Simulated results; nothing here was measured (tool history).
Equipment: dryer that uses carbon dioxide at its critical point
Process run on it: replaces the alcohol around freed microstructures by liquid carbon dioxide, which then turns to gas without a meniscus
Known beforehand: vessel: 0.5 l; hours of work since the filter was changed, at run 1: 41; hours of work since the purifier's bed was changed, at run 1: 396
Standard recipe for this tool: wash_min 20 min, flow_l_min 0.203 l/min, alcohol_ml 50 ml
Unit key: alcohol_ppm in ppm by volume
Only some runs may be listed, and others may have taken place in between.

run	hour	wash_min	flow_l_min	alcohol_ml	hours of work since the filter was changed	hours of work since the purifier's bed was changed	alcohol_ppm
1	0	20	0.203	50	41	396	85
2	42.4	20	0.203	50	60	416	79
3	89.8	20	0.195	50	82	437	90
4	129.5	20	0.203	50	100	455	72
5	187.1	20	0.203	50	126	482	84
6	214	20	0.203	58	139	494	83
7	249.7	21	0.203	50	155	511	69
8	295	21	0.203	50	176	531	71
9	345.9	21	0.203	50	199	555	75
10	373.9	21	0.203	50	212	567	75
11	405.7	21	0.203	50	226	582	76
12	445.8	16	0.203	50	245	600	311
13	489.8	20	0.24	50	265	620	52
14	533.5	20	0.24	50	285	640	54
15	568.4	20	0.203	50	301	656	100
16	619.9	20	0.203	50	325	680	111
17	677.1	20	0.203	50	351	706	114
18	735.5	20	0.203	25	377	733	72
19	770.3	20	0.203	25	393	749	71
# hour 805.7: inlet filter changed
20	829.2	20	0.203	25	11	775	68
21	875.4	20	0.203	50	32	797	88
22	933.2	20	0.203	50	58	823	96
23	979.5	20	0.203	50	80	844	90
24	1011.5	20	0.203	50	94	859	93
25	1045.3	26	0.138	40	110	874	125
26	1071.3	26	0.138	40	122	886	133
27	1098.8	26	0.138	40	134	899	127
28	1142.8	18	0.263	52	154	919	72
29	1200.5	20	0.25	50	181	945	57
30	1257.5	18	0.175	50	207	972	362
31	1284	18	0.175	50	219	984	353
32	1310.7	17	0.175	38	231	996	374
33	1367.7	15	0.177	42	257	1022	713
34	1408	16	0.195	31	276	1040	263
35	1451.6	13	0.203	50	296	1060	891
36	1503.6	13	0.203	50	320	1084	915
37	1556.2	13	0.203	50	344	1108	958
38	1611.9	22	0.3	41	369	1134	47
39	1650.1	22	0.3	35	387	1151	58
40	1679.1	22	0.3	35	400	1165	58
# hour 1700.1: inlet filter changed
41	1725.1	22	0.3	35	11	1185	51
42	1761	20	0.124	109	28	1202	1861
43	1805.3	15	0.307	22	48	1222	69
44	1858.2	15	0.307	22	72	1246	64
45	1902	31	0.203	35	92	1266	59
46	1956.9	31	0.203	56	118	1291	58
47	2008.4	25	0.124	98	141	1315	607

Results for each run, recomputed without the tool's hidden state and with each run's random variation untouched:
Unlogged tool condition in this case: flow that reaches the vessel past the clogged filter, %; alcohol in the recycled carbon dioxide, ppm; drift of the gauge itself on alcohol_ppm, %.
run	alcohol_ppm
1	64
2	56
3	63
4	45
5	54
6	51
7	40
8	39
9	41
10	40
11	38
12	225
13	20
14	20
15	51
16	59
17	57
18	26
19	26
20	34
21	52
22	57
23	49
24	51
25	79
26	84
27	78
28	29
29	14
30	266
31	257
32	274
33	552
34	175
35	678
36	684
37	706
38	0
39	10
40	9
41	0
42	1766
43	16
44	11
45	7
46	4
47	483
